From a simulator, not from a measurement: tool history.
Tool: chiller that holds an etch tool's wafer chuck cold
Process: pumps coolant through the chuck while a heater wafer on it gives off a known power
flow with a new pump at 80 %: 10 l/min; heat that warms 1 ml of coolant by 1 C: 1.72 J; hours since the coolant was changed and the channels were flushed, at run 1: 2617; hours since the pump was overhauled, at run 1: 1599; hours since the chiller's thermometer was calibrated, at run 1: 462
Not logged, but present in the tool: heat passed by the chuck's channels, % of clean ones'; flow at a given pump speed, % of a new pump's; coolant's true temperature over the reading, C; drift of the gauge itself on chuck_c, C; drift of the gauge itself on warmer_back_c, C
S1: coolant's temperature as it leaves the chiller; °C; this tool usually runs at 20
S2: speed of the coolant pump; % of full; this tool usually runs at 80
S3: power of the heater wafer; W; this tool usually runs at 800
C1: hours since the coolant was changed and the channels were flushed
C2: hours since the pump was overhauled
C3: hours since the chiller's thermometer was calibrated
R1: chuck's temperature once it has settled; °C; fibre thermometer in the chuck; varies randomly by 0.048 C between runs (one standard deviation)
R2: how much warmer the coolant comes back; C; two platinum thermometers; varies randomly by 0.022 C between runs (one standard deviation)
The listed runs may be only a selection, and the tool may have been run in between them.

run     day  S1  S2    S3    C1    C2    C3     R1    R2
  1       0  20  80   800  2617  1599   462  29.54  2.93
  2   1.038  20  80   800  2642  1624   487   29.5   2.9
  3   2.096  20  80   800  2667  1650   513  29.57  2.91
  4     3.5  10  80   800  2701  1683   546   19.5  2.93
  5   4.917  12  80   800  2735  1717   580  21.64   2.9
  6     5.8  12  80   800  2756  1739   601  21.49   2.9
  7   6.725  12  80   800  2778  1761   624  21.61   2.9
  8   8.146  12  80   466  2812  1795   658  17.54   1.7
  9   9.017  20  80   776  2833  1816   679  29.26  2.84
 10   9.821  20  80   800  2852  1835   698   29.6  2.89
 11  10.921  20  80   800  2879  1861   724  29.61  2.93
 12  11.958  20  80   800  2904  1886   749  29.69  2.95
 13  13.729  20  80   800  2946  1929   792  29.67  2.93
 14  15.467  20  80   800  2988  1971   833  29.62  2.91
 15  16.229  12  80   800  3006  1989   852  21.58  2.93
 16  17.767  20  80   800  3043  2026   889  29.69  2.92
 17  18.729  19  86   701  3066  2049   912  26.93  2.39
 18  19.583  20  60   800  3087  2069   932  32.45  3.99
 19  21.338  15  60   800  3129  2111   974  27.44     4
 20  23.175  11  80   661  3173  2155  1018  18.93  2.39
 21  24.983  17  67  1189  3216  2199  1062  33.97  5.28
 22  26.188  12  73   498  3245  2228  1091  18.49  2.09
 23  27.158  12  73   498  3268  2251  1114  18.51  2.02
 24   28.75  20  66   477  3307  2289  1152  26.73  2.15
 25  30.162  20  66   477  3341  2323  1186  26.77  2.17
 26  31.371  20  66   477  3370  2352  1215  26.79  2.17
 27    32.9  18  66   710  3406  2389  1252  28.22  3.22
 28    34.3  12  78   674  3440  2423  1285  20.33  2.55
 29  35.688  12  78   674  3473  2456  1319  20.34  2.58
 30  36.638  11  82   416  3496  2479  1342  15.84  1.48
 31  38.133  11  68   423  3532  2515  1377  16.87  1.88

Alternative continuations, all from the tool just after run 31; predict every row:
  A  39.229  21  71  653  3558  2541  1404   ?   ?
  B  39.229  11  70  448  3558  2541  1404   ?   ?
  C  39.229  18  64  800  3558  2541  1404   ?   ?

run     R1    R2
  A  29.87  2.74
  B  17.08  1.94
  C  29.91  3.77
Without the tool's unlogged condition, the same runs would have read:
run     R1    R2
  A  28.91  2.57
  B   16.5  1.81
  C  28.54  3.53
